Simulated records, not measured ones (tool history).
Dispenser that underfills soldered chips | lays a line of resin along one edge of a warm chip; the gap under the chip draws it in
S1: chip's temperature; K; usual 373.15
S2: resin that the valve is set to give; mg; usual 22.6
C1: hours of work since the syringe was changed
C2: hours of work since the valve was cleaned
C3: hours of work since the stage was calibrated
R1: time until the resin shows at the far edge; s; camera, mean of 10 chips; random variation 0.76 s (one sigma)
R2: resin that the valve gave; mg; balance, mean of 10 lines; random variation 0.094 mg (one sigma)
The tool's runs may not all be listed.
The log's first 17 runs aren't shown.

At hour 99.1: new syringe of resin.
Run 18, hour 102.4: usual settings but S1 378.15 K, S2 20.3 mg; C1 2; C2 7; C3 152. Result: R1 67.3 s, R2 20.43 mg.
At hour 107.8: new syringe of resin.
Run 19, hour 109.9: usual settings but S1 368.15 K, S2 26.3 mg; C1 1; C2 11; C3 157. Result: R1 79.3 s, R2 26.21 mg.
Run 20, hour 114.4: usual settings but S1 368.15 K, S2 26.3 mg; C1 4; C2 14; C3 160. Result: R1 93 s, R2 26.08 mg.
At hour 116.6: new syringe of resin.
Run 21, hour 119.1: usual settings but S1 366.15 K, S2 23.7 mg; C1 2; C2 17; C3 163. Result: R1 86.9 s, R2 23.52 mg.
Run 22, hour 123.5: usual settings but S1 359.15 K, S2 24.9 mg; C1 5; C2 20; C3 166. Result: R1 126.2 s, R2 24.62 mg.
At hour 125.4: new syringe of resin.
Run 23, hour 130.3: usual settings but S1 366.15 K, S2 24.5 mg; C1 3; C2 24; C3 170. Result: R1 96.3 s, R2 24.12 mg.
At hour 133.9: new syringe of resin.
Run 24, hour 133.9: usual settings but S1 362.15 K, S2 26 mg; C1 0; C2 26; C3 172. Result: R1 89.3 s, R2 25.73 mg.
Run 25, hour 140.5: usual settings but S1 372.15 K, S2 25.1 mg; C1 4; C2 31; C3 176. Result: R1 84.5 s, R2 24.65 mg.
At hour 142.6: new syringe of resin.
Run 26, hour 146.5: usual settings but S2 25.7 mg; C1 3; C2 34; C3 180. Result: R1 74.6 s, R2 25.3 mg.
Run 27, hour 149.9: usual settings but S2 25.7 mg; C1 5; C2 37; C3 182. Result: R1 82.3 s, R2 25.26 mg.
At hour 150.9: new syringe of resin.
Run 28, hour 156.3: usual settings but S2 25.7 mg; C1 3; C2 41; C3 186. Result: R1 78.2 s, R2 25.4 mg.
At hour 159.4: new syringe of resin.
Run 29, hour 160.2: usual settings but S2 25.7 mg; C1 1; C2 43; C3 189. Result: R1 67.8 s, R2 25.13 mg.
Run 30, hour 166.4: usual settings but S1 370.15 K, S2 25.6 mg; C1 5; C2 47; C3 193. Result: R1 90.7 s, R2 24.8 mg.
At hour 168.1: new syringe of resin.
Run 31, hour 174.4: usual settings but S1 370.15 K, S2 24 mg; C1 4; C2 52; C3 198. Result: R1 89.7 s, R2 23.47 mg.
At hour 176.5: new syringe of resin.
Run 32, hour 181.6: usual settings but S1 370.15 K, S2 24 mg; C1 3; C2 56; C3 202. Result: R1 84.5 s, R2 23.31 mg.
At hour 185.1: new syringe of resin.
Run 33, hour 186.7: usual settings but S1 370.15 K, S2 24 mg; C1 1; C2 59; C3 205. Result: R1 76 s, R2 23.15 mg.
Run 34, hour 190.3: usual settings but S1 370.15 K, S2 24 mg; C1 3; C2 62; C3 208. Result: R1 84.5 s, R2 23.12 mg.

Forecast each of these 4 alternatives for the next run:
At hour 193.6: new syringe of resin.
Run A, hour 197.5: usual settings but S1 382.15 K, S2 24.1 mg; C1 3; C2 66; C3 212. Result: R1 ?, R2 ?.
At hour 193.6: new syringe of resin.
Run B, hour 197.5: usual settings but S2 27.2 mg; C1 3; C2 66; C3 212. Result: R1 ?, R2 ?.
At hour 193.6: new syringe of resin.
Run C, hour 197.5: usual settings but S1 362.15 K, S2 20.3 mg; C1 3; C2 66; C3 212. Result: R1 ?, R2 ?.
At hour 193.6: new syringe of resin.
Run D, hour 197.5: usual settings but S1 358.15 K, S2 22.5 mg; C1 3; C2 66; C3 212. Result: R1 ?, R2 ?.

run     R1     R2
  A   58.3  23.17
  B     73  25.94
  C  105.3  19.65
  D  116.4  21.85
Without the tool's hidden state the same runs would have given:
run     R1     R2
  A   53.7  23.99
  B   67.7  26.86
  C   97.2  20.35
  D  107.9  22.62
